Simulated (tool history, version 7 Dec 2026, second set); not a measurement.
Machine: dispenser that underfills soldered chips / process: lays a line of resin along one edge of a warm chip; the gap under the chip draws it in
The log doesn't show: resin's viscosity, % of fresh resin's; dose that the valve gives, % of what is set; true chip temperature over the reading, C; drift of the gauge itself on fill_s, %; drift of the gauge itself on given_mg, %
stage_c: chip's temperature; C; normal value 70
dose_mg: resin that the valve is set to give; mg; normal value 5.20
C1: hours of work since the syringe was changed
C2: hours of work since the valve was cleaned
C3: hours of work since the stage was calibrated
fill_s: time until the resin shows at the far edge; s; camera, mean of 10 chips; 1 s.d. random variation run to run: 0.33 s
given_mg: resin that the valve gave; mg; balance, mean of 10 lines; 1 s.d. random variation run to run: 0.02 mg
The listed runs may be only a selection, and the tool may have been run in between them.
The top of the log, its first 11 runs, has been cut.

run 12 hour=37.6 | stage_c=70 dose_mg=5.20 | C1=2 C2=61 C3=170 | fill_s=17.1 given_mg=5.08
run 13 hour=41.5 | stage_c=70 dose_mg=5.20 | C1=4 C2=63 C3=173 | fill_s=21.8 given_mg=5.08
run 14 hour=44.2 | stage_c=80 dose_mg=5.20 | C1=6 C2=65 C3=175 | fill_s=19.2 given_mg=5.10
run 15 hour=48.1 | stage_c=80 dose_mg=5.20 | C1=9 C2=68 C3=177 | fill_s=24.9 given_mg=5.07
-- hour=50.3 dispensing valve cleaned and set on the balance
-- hour=50.8 new syringe of resin
run 16 hour=51.9 | stage_c=80 dose_mg=5.20 | C1=1 C2=1 C3=179 | fill_s=11.7 given_mg=5.18
run 17 hour=54.2 | stage_c=70 dose_mg=4.96 | C1=2 C2=3 C3=181 | fill_s=18.8 given_mg=4.94
run 18 hour=58.4 | stage_c=70 dose_mg=4.96 | C1=5 C2=6 C3=184 | fill_s=24.3 given_mg=4.96
run 19 hour=63.5 | stage_c=70 dose_mg=6.10 | C1=9 C2=9 C3=187 | fill_s=31.8 given_mg=6.10
-- hour=65.5 new syringe of resin
run 20 hour=68.5 | stage_c=61 dose_mg=6.22 | C1=2 C2=13 C3=191 | fill_s=23.1 given_mg=6.17
run 21 hour=72.6 | stage_c=72 dose_mg=6.78 | C1=5 C2=15 C3=194 | fill_s=21.2 given_mg=6.74

Run 22 has not been measured yet. What should we expect?
run 22 hour=77.3 | stage_c=72 dose_mg=6.78 | C1=8 C2=19 C3=197 | fill_s=? given_mg=?

{"run 22": {"fill_s": 27.7, "given_mg": 6.75}}
With the hidden condition absent and the run-to-run variation left alone, this run would have shown fill_s 13.0 s, given_mg 6.79 mg.

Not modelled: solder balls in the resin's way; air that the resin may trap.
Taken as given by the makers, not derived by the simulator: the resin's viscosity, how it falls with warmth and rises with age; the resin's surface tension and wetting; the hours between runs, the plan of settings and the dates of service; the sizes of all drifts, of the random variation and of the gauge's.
